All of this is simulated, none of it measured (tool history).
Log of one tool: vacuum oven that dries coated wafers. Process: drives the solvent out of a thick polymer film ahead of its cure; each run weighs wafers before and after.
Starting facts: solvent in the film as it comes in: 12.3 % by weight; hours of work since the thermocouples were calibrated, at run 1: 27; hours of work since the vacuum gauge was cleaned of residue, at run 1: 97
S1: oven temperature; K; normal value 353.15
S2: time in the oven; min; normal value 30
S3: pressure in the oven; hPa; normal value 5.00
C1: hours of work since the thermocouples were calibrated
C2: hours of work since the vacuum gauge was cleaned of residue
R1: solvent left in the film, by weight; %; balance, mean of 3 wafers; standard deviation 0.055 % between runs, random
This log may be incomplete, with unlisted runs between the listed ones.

run    hour      S1  S2     S3   C1    C2    R1
  1     0.0  353.15  30   5.00   27    97  2.24
  2    34.2  353.15  30   5.00   54   124  2.28
  3    82.5  353.15  30   5.00   92   162  2.34
  4   165.6  353.15  30   5.00  158   228  2.29
  5   230.5  353.15  18   5.00  209   279  3.96
  6   265.2  353.15  18   5.00  236   306  3.94
  7   339.6  353.15  18   5.00  295   365  4.00
  8   374.2  353.15  18   5.00  322   392  4.04
  9   452.6  353.15  30  10.05  384   454  2.46
 10   523.8  353.15  30   5.00  440   510  2.16
 11   585.0  353.15  30   5.00  489   559  2.29
 12   655.0  353.15  30   5.00  544   614  2.22
 13   726.2  353.15  30   5.00  600   670  2.37
 14   763.9  368.15  16  18.35  630   700  2.28
 15   808.1  368.15  16  18.35  665   735  2.24
 16   849.1  364.15  30   5.00  697   767  0.84
 17   891.1  364.15  39  15.55  730   801  0.83
 18   960.8  344.15  30  13.91  786   856  4.45
 19  1016.7  356.15  30   4.91  830   900  1.76
 20  1073.1  356.15  30   4.91  874   944  1.77
 21  1152.2  365.15  17   3.40  937  1007  2.11
     1172.9  -- oven's thermocouples calibrated
 22  1199.0  353.15  19  14.72   21  1042  4.20
 23  1249.3  353.15  16   5.00   60  1082  4.50
 24  1296.6  353.15  16   5.00   98  1119  4.45
 25  1360.6  362.15  25   8.70  148  1170  1.67

Hidden condition of the tool, last listed run before each entry between runs versus first listed run after:
Run 21 -> run 22: oven's thermocouples calibrated (hour 1172.9)
  true wafer temperature over the reading, C: -0.08 -> 0.01; true pressure over the reading, kPa: 0.019 -> 0.02

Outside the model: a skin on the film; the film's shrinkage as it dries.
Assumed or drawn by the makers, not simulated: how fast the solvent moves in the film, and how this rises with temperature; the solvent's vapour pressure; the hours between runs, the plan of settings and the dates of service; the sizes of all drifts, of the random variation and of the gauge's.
